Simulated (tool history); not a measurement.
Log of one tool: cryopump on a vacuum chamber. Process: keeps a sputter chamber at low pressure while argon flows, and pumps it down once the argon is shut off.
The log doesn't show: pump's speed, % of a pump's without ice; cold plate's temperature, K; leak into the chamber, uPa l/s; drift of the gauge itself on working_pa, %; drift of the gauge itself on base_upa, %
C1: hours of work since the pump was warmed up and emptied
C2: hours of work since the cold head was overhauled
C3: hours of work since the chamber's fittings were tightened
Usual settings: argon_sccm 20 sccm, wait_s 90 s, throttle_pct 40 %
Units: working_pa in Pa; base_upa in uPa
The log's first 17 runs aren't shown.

run 18 hour=543.5 | argon_sccm=20 wait_s=90 throttle_pct=40 | C1=70 C2=650 C3=2367 | working_pa=0.0453 base_upa=1.87
run 19 hour=565.7 | argon_sccm=20 wait_s=21 throttle_pct=17 | C1=79 C2=660 C3=2377 | working_pa=0.1050 base_upa=3.78
run 20 hour=591.5 | argon_sccm=25 wait_s=107 throttle_pct=17 | C1=91 C2=671 C3=2389 | working_pa=0.1326 base_upa=1.79
run 21 hour=632.3 | argon_sccm=25 wait_s=107 throttle_pct=17 | C1=109 C2=689 C3=2407 | working_pa=0.1318 base_upa=1.85
run 22 hour=674.8 | argon_sccm=25 wait_s=107 throttle_pct=17 | C1=128 C2=708 C3=2426 | working_pa=0.1330 base_upa=1.80
-- hour=690.5 leaking fittings of the chamber tightened, without venting
run 23 hour=714.2 | argon_sccm=18 wait_s=21 throttle_pct=34 | C1=144 C2=725 C3=10 | working_pa=0.0489 base_upa=2.70
run 24 hour=753.0 | argon_sccm=18 wait_s=21 throttle_pct=34 | C1=161 C2=742 C3=28 | working_pa=0.0495 base_upa=2.77
run 25 hour=789.3 | argon_sccm=17 wait_s=64 throttle_pct=18 | C1=178 C2=758 C3=44 | working_pa=0.0865 base_upa=1.07
run 26 hour=828.9 | argon_sccm=9 wait_s=274 throttle_pct=18 | C1=195 C2=776 C3=61 | working_pa=0.0443 base_upa=0.43
run 27 hour=861.1 | argon_sccm=33 wait_s=74 throttle_pct=40 | C1=209 C2=790 C3=76 | working_pa=0.0773 base_upa=1.00
run 28 hour=901.8 | argon_sccm=33 wait_s=74 throttle_pct=40 | C1=227 C2=808 C3=94 | working_pa=0.0787 base_upa=1.02
run 29 hour=922.1 | argon_sccm=25 wait_s=90 throttle_pct=25 | C1=236 C2=817 C3=103 | working_pa=0.0924 base_upa=0.84
run 30 hour=949.1 | argon_sccm=25 wait_s=90 throttle_pct=25 | C1=248 C2=829 C3=115 | working_pa=0.0926 base_upa=0.91
run 31 hour=979.7 | argon_sccm=36 wait_s=103 throttle_pct=60 | C1=262 C2=842 C3=128 | working_pa=0.0602 base_upa=0.80
run 32 hour=1013.0 | argon_sccm=17 wait_s=235 throttle_pct=25 | C1=277 C2=857 C3=143 | working_pa=0.0631 base_upa=0.53
run 33 hour=1049.9 | argon_sccm=17 wait_s=235 throttle_pct=25 | C1=293 C2=874 C3=159 | working_pa=0.0639 base_upa=0.49

3 ways to go on from here, each from the tool as it stands after run 33. What would each give?
run A hour=1093.2 | argon_sccm=17 wait_s=235 throttle_pct=19 | C1=312 C2=893 C3=178 | working_pa=? base_upa=?
run B hour=1093.2 | argon_sccm=12 wait_s=90 throttle_pct=40 | C1=312 C2=893 C3=178 | working_pa=? base_upa=?
run C hour=1093.2 | argon_sccm=15 wait_s=61 throttle_pct=44 | C1=312 C2=893 C3=178 | working_pa=? base_upa=?

run=A working_pa=0.0820 base_upa=0.55
run=B working_pa=0.0291 base_upa=0.97
run=C working_pa=0.0336 base_upa=1.18
Without the tool's hidden state the same runs would have given:
run=A working_pa=0.0784 base_upa=0.37
run=B working_pa=0.0264 base_upa=0.78
run=C working_pa=0.0303 base_upa=1.00
